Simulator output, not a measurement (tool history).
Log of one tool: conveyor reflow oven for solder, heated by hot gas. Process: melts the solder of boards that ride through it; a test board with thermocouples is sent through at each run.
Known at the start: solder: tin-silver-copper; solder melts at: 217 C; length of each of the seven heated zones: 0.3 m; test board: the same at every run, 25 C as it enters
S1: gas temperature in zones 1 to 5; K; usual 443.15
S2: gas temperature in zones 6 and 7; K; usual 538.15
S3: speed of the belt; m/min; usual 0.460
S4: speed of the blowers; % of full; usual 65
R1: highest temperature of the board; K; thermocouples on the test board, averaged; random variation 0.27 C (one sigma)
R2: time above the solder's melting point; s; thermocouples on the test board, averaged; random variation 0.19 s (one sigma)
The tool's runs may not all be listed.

run,hour,S1,S2,S3,S4,R1,R2
1,0.0,443.15,538.15,0.460,65,525.35,58.8
2,7.3,443.15,538.15,0.460,74,526.65,60.1
3,16.9,443.15,538.15,0.460,54,524.15,57.0
4,26.9,443.15,538.15,0.460,54,523.55,57.2
5,32.7,443.15,538.15,0.460,54,524.05,57.2
6,41.1,443.15,538.15,0.374,65,529.65,78.9
7,46.5,443.15,538.15,0.374,65,529.95,78.7
8,53.7,449.15,538.15,0.374,65,530.95,81.3
9,61.7,449.15,538.15,0.374,65,530.85,81.3
10,71.6,449.15,538.15,0.451,65,526.35,63.2
11,79.5,454.15,538.15,0.460,65,526.45,64.2
12,87.0,443.15,538.15,0.460,65,525.95,58.5
13,95.3,443.15,538.15,0.460,65,524.75,58.7
14,100.1,443.15,538.15,0.460,89,527.45,61.3
15,105.1,443.15,538.15,0.460,89,527.75,61.3
16,110.6,443.15,538.15,0.460,89,527.65,61.6
17,116.4,443.15,538.15,0.460,89,526.95,61.3
18,124.9,453.15,551.15,0.537,65,533.15,56.5
19,132.3,453.15,551.15,0.537,65,533.35,57.2
20,141.3,453.15,551.15,0.537,58,532.35,56.2
21,153.9,453.15,551.15,0.537,58,531.15,55.7
22,160.6,451.15,551.15,0.385,58,540.55,84.9
23,168.3,441.15,551.15,0.420,76,539.35,73.5
24,176.1,435.15,535.15,0.420,75,523.35,61.6
25,181.4,443.15,549.15,0.460,65,533.75,63.9
26,190.4,443.15,549.15,0.460,65,533.55,64.0
27,200.9,443.15,534.15,0.460,65,522.35,56.7
28,207.5,443.15,552.15,0.395,54,540.95,80.0
29,215.2,443.15,552.15,0.395,54,541.15,80.6
30,225.0,430.15,552.15,0.435,86,541.95,69.1
31,231.7,430.15,552.15,0.435,86,540.95,69.3
32,236.5,443.15,552.15,0.380,61,542.95,84.6

Not shown: 2 entries that the log had between the listed runs. Between which runs, and how does the tool's hidden state differ before and after?
Between runs 20 and 21: flux residue cleaned out of gas plates and filters (hour 147.0)
  heat that the gas passes to the board, % of a clean oven's: 93.8 -> 89.7; belt's true speed, % of the reading: 98.95 -> 98.94; true gas temperature in zones 6 and 7 over the reading, C: -0.6 -> -0.61
  measured less the result without the state, R1: -1.40 -> -2.40 K; R2: -0.3 -> -1.0 s
Between runs 26 and 27: flux residue cleaned out of gas plates and filters, once more (hour 200.9)
  heat that the gas passes to the board, % of a clean oven's: 89 -> 99.4; true gas temperature in zones 6 and 7 over the reading, C: -0.68 -> -0.69
  measured less the result without the state, R1: -2.50 -> -0.50 K; R2: -1.0 -> +0.4 s
